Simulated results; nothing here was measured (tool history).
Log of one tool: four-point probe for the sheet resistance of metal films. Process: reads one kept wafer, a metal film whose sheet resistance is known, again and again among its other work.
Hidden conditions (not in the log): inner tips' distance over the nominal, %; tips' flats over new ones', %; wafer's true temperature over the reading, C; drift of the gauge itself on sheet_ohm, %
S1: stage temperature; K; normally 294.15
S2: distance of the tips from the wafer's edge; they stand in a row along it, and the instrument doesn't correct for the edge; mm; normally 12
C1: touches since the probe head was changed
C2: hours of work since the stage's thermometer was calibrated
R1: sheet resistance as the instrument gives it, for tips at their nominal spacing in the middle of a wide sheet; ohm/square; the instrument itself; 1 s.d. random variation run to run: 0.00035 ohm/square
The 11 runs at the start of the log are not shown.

run	hour	S1	S2	C1	C2	R1
12	250.5	294.15	12	17673	186	1.774932
13	273.4	294.15	12	18296	195	1.774342
14	307.3	294.15	11	19216	210	1.775423
15	328	294.15	11	19777	219	1.77563
16	345	294.15	42	20239	226	1.768204
17	370.4	294.15	42	20928	236	1.768538
18	398.2	294.15	42	21681	248	1.768064
19	422.3	294.15	42	22335	258	1.768363
20	449.3	294.15	12	23067	270	1.774085
21	473	294.15	12	23711	280	1.774427
22	492.4	294.15	12	24236	288	1.774764
23	524	297.15	4	25094	301	1.821153
24	546	301.15	42	25690	311	1.758518
25	567.1	298.15	27	26263	320	1.763495
26	596.7	299.15	5	27065	332	1.797841
27	614.2	299.15	5	27542	339	1.798028
28	638	299.15	5	28186	349	1.798044
29	652.5	307.15	28	28580	356	1.751185
30	671.1	307.15	28	29085	363	1.750836
31	692.8	294.15	18	29674	373	1.770724
32	718.4	294.15	18	30367	383	1.77096
33	748.3	293.15	70	31179	396	1.769752
34	765.9	303.15	12	31657	403	1.76159

Predict the results of run 35:
35	789.8	303.15	12	32305	414	?

Run 35 measured R1 1.762251 ohm/square.
Minus the tool's unlogged condition, the same run would have read R1 1.762417 ohm/square.
